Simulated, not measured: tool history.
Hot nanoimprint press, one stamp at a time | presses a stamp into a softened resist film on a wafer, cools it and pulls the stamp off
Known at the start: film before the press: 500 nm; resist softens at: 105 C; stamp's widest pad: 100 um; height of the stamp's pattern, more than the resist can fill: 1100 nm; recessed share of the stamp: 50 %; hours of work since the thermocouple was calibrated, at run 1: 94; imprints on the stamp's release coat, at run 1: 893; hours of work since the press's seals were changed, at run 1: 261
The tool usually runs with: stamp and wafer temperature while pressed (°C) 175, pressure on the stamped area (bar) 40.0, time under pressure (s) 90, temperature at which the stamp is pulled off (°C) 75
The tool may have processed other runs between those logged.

| run | hour | stamp and wafer temperature while pressed (°C) | pressure on the stamped area (bar) | time under pressure (s) | temperature at which the stamp is pulled off (°C) | hours of work since the thermocouple was calibrated | imprints on the stamp's release coat | hours of work since the press's seals were changed | resist left under the stamp's widest pad (Å) | greatest force while the stamp is pulled off (N) |
|---|---|---|---|---|---|---|---|---|---|---|
| 1 | 0.0 | 175 | 40.0 | 90 | 75 | 94 | 893 | 261 | 2268 | 172 |
| 2 | 21.5 | 175 | 40.0 | 90 | 75 | 106 | 985 | 273 | 2261 | 176 |
| 3 | 44.6 | 175 | 40.0 | 90 | 75 | 120 | 1084 | 287 | 2291 | 183 |
| 4 | 60.0 | 175 | 40.0 | 90 | 62 | 128 | 1150 | 295 | 2273 | 216 |
| 5 | 74.6 | 175 | 40.0 | 90 | 75 | 137 | 1213 | 304 | 2259 | 194 |
| 6 | 94.5 | 175 | 40.0 | 90 | 75 | 148 | 1299 | 315 | 2283 | 187 |
|  | 114.8 | stamp cleaned and given a new release coat |
| 7 | 120.7 | 175 | 40.0 | 47 | 75 | 159 | 25 | 326 | 2860 | 129 |
| 8 | 146.9 | 175 | 40.0 | 90 | 79 | 174 | 138 | 341 | 2279 | 128 |
| 9 | 160.0 | 175 | 40.0 | 90 | 79 | 182 | 194 | 349 | 2303 | 132 |
| 10 | 181.5 | 175 | 40.0 | 90 | 79 | 194 | 287 | 361 | 2297 | 138 |
| 11 | 202.9 | 175 | 40.0 | 51 | 75 | 206 | 378 | 373 | 2786 | 143 |
| 12 | 222.5 | 175 | 40.0 | 51 | 75 | 217 | 462 | 384 | 2789 | 148 |
| 13 | 236.7 | 175 | 40.0 | 51 | 75 | 225 | 524 | 392 | 2778 | 156 |
| 14 | 253.6 | 175 | 40.0 | 51 | 75 | 235 | 596 | 402 | 2789 | 152 |
| 15 | 267.7 | 175 | 40.0 | 51 | 75 | 243 | 657 | 410 | 2795 | 158 |
| 16 | 294.6 | 166 | 52.8 | 73 | 64 | 258 | 772 | 425 | 3344 | 181 |
| 17 | 306.4 | 171 | 33.0 | 73 | 64 | 265 | 823 | 432 | 3210 | 194 |
| 18 | 332.3 | 171 | 33.0 | 73 | 64 | 280 | 934 | 447 | 3231 | 196 |
|  | 337.6 | plate thermocouple calibrated |
| 19 | 352.2 | 176 | 33.0 | 60 | 64 | 8 | 1007 | 456 | 2794 | 199 |
| 20 | 370.1 | 164 | 40.0 | 90 | 75 | 18 | 1084 | 466 | 3772 | 185 |
| 21 | 385.7 | 164 | 40.0 | 90 | 75 | 27 | 1151 | 475 | 3769 | 179 |
|  | 400.3 | plate thermocouple calibrated, once more |
| 22 | 415.5 | 175 | 40.0 | 90 | 76 | 9 | 1266 | 491 | 2293 | 191 |
|  | 443.1 | stamp cleaned and given a new release coat |
| 23 | 443.8 | 165 | 40.0 | 96 | 75 | 21 | 3 | 503 | 3530 | 124 |
| 24 | 461.3 | 165 | 40.0 | 96 | 75 | 31 | 78 | 513 | 3526 | 133 |
| 25 | 475.8 | 167 | 28.6 | 179 | 67 | 39 | 140 | 521 | 3092 | 145 |
| 26 | 504.8 | 167 | 63.3 | 179 | 81 | 56 | 265 | 538 | 2208 | 122 |
| 27 | 522.7 | 180 | 60.1 | 53 | 75 | 66 | 341 | 548 | 1806 | 151 |
| 28 | 550.3 | 180 | 60.1 | 53 | 75 | 82 | 460 | 564 | 1827 | 151 |
| 29 | 569.6 | 180 | 60.1 | 53 | 75 | 93 | 543 | 575 | 1826 | 152 |

What if the next run were any one of these 3? Each begins from the tool's condition after run 29:
| A | 597.0 | 180 | 60.1 | 109 | 74 | 108 | 660 | 590 | ? | ? |
| B | 597.0 | 171 | 41.9 | 90 | 80 | 108 | 660 | 590 | ? | ? |
| C | 597.0 | 180 | 32.5 | 54 | 75 | 108 | 660 | 590 | ? | ? |

| run | resist left under the stamp's widest pad (Å) | greatest force while the stamp is pulled off (N) |
|---|---|---|
| A | 1369 | 162 |
| B | 2757 | 148 |
| C | 2426 | 157 |
What these runs would have given with no unlogged condition in the tool:
| run | resist left under the stamp's widest pad (Å) | greatest force while the stamp is pulled off (N) |
|---|---|---|
| A | 1289 | 127 |
| B | 2645 | 116 |
| C | 2339 | 123 |

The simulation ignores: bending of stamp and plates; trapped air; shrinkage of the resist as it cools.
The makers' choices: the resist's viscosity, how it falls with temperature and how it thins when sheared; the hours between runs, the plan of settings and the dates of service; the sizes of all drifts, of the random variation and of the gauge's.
